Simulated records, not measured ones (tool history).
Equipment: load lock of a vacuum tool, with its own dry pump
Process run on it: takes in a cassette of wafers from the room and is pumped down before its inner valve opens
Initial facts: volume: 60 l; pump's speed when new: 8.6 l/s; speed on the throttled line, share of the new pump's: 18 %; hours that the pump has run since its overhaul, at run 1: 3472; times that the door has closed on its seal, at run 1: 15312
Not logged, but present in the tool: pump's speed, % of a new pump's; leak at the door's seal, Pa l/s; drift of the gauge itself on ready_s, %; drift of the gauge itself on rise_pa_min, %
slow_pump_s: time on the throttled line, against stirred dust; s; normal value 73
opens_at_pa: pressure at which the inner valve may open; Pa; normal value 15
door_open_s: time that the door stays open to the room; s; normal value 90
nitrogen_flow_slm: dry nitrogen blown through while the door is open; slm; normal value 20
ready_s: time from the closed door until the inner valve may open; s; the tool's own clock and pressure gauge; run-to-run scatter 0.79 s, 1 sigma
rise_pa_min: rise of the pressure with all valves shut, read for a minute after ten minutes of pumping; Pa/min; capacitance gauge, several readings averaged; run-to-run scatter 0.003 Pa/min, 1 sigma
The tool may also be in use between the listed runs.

run    hour  slow_pump_s  opens_at_pa  door_open_s  nitrogen_flow_slm  hours that the pump has run since its overhaul  times that the door has closed on its seal  incoming humidity of the room's air, %  ready_s  rise_pa_min
  1       0           73           15           90                 20                                            3472                                       15312                                      45    122.1        0.156
  2   148.4           73           15           90                 20                                            3621                                       15756                                    43.8    121.4        0.157
  3     343           73           15           90                 11                                            3815                                       16339                                    45.5    123.9        0.171
  4   519.1           73           15           90                 11                                            3991                                       16866                                    44.8    123.4        0.177
  5   672.2           73           15           90                 20                                            4145                                       17325                                    45.9    122.2        0.181
  6   836.9           73           15           90                 20                                            4309                                       17818                                    43.9    122.3        0.178
  7  1025.4           73           15           90                 20                                            4498                                       18382                                    45.1    122.8        0.195
  8  1207.5           73           15           90                 20                                            4680                                       18928                                    43.3    122.7        0.207
  9  1402.5           73           15           90                 20                                            4875                                       19512                                    43.4    122.4          0.2
 10  1514.1           73           18           90                 20                                            4986                                       19846                                    44.2    121.5        0.214
 11  1623.5           73           15           90                 20                                            5096                                       20173                                    48.5    120.8        0.217
 12  1740.9           73           15           90                 20                                            5213                                       20525                                    44.3    122.5        0.223
 13  1838.5           73           15           90                 20                                            5311                                       20817                                    46.2      123        0.224
 14  2021.1           73           15           90                 20                                            5493                                       21364                                    46.5    122.6         0.24
 15  2158.3           73           15           90                 20                                            5631                                       21775                                    41.9    122.3        0.245
 16    2341           73           15           90                 20                                            5813                                       22322                                    44.1    122.4        0.258
 17  2438.5           73           15           94                 20                                            5911                                       22614                                    45.7    123.4        0.254
 18  2534.9           73           15           94                 20                                            6007                                       22902                                    43.9    123.8        0.258
 19  2624.2           73           15           94                 20                                            6097                                       23170                                    44.2    122.2        0.261
 20  2766.6           73           10          122                 20                                            6239                                       23596                                    41.5    125.2        0.269
 21  2847.1           73           10          122                 20                                            6319                                       23837                                    44.1    126.4        0.281
 22  2967.3           73           10          122                 20                                            6440                                       24197                                      43      125        0.286
 23  3057.6           73           10          122                 20                                            6530                                       24468                                      44    125.8        0.293
 24  3236.1           73           10          122                 20                                            6708                                       25002                                    46.4    125.9        0.296
 25  3402.8          144           15          181                 16                                            6875                                       25501                                    48.6    179.8        0.326
 26  3589.1           56           21          181                 16                                            7061                                       26059                                      45    105.5        0.323
 27  3762.8           97           19          176                 20                                            7235                                       26579                                    44.4    140.7        0.329
 28  3888.3           97           14           32                 20                                            7361                                       26955                                    43.5    143.4         0.32

Estimate the outcome of run 29 from the log above:
 29  3969.3           36           15           27                 20                                            7442                                       27198                                    45.3        ?            ?

ready_s: 92.8 s
rise_pa_min: 0.324 Pa/min
Without the tool's hidden state the same run would have given ready_s 90.9 s, rise_pa_min 0.016 Pa/min.

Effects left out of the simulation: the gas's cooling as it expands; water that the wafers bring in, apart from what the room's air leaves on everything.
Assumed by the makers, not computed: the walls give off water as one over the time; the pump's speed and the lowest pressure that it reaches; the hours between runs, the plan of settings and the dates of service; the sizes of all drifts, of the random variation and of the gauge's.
